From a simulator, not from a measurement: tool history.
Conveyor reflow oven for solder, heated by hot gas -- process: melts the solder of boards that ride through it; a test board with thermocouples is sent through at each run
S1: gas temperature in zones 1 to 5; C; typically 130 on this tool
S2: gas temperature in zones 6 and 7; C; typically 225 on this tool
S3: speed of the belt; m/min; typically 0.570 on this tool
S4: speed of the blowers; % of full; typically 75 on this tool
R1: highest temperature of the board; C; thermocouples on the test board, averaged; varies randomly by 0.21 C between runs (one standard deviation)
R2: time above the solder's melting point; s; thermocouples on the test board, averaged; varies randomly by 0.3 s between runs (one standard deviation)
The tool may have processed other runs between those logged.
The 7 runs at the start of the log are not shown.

| run | hour | S1 | S2 | S3 | S4 | R1 | R2 |
|---|---|---|---|---|---|---|---|
| 8 | 501.5 | 130 | 225 | 0.570 | 64 | 201.8 | 42.9 |
| 9 | 556.4 | 130 | 225 | 0.570 | 78 | 204.9 | 48.5 |
|  | 566.8 | belt drive overhauled, speed set with a stopwatch |
| 10 | 650.8 | 130 | 225 | 0.570 | 78 | 205.0 | 49.6 |
| 11 | 727.4 | 130 | 229 | 0.570 | 75 | 207.5 | 52.0 |
| 12 | 781.0 | 130 | 225 | 0.570 | 75 | 203.8 | 47.8 |
|  | 837.5 | flux residue cleaned out of gas plates and filters |
|  | 856.9 | belt drive overhauled, speed set with a stopwatch, once more |
| 13 | 874.5 | 130 | 233 | 0.570 | 75 | 209.8 | 51.7 |
| 14 | 935.0 | 130 | 233 | 0.570 | 75 | 209.3 | 51.7 |
| 15 | 1031.4 | 130 | 225 | 0.514 | 75 | 205.9 | 54.7 |
| 16 | 1072.8 | 130 | 237 | 0.514 | 75 | 216.1 | 65.3 |
| 17 | 1114.0 | 130 | 214 | 0.514 | 75 | 196.8 | 40.1 |
| 18 | 1166.7 | 137 | 231 | 0.598 | 70 | 206.0 | 47.3 |
| 19 | 1207.4 | 119 | 222 | 0.629 | 66 | 190.6 | 16.4 |
| 20 | 1251.3 | 130 | 220 | 0.570 | 75 | 198.4 | 36.8 |
| 21 | 1345.4 | 130 | 220 | 0.570 | 75 | 198.1 | 36.4 |
| 22 | 1403.3 | 130 | 220 | 0.570 | 75 | 197.9 | 35.5 |
|  | 1477.0 | flux residue cleaned out of gas plates and filters |
| 23 | 1496.4 | 136 | 227 | 0.668 | 75 | 200.8 | 34.8 |
| 24 | 1578.0 | 133 | 225 | 0.570 | 68 | 201.9 | 43.2 |
| 25 | 1651.7 | 130 | 225 | 0.509 | 66 | 204.3 | 52.1 |

Estimate the outcome of run 26 from the log above:
| 26 | 1737.7 | 118 | 230 | 0.638 | 68 | ? | ? |

{"run 26": {"R1": 197.1, "R2": 26.9}}
Were there no unlogged condition in the tool, this run, its random variation unchanged, would have produced R1 198.9 C, R2 28.8 s.
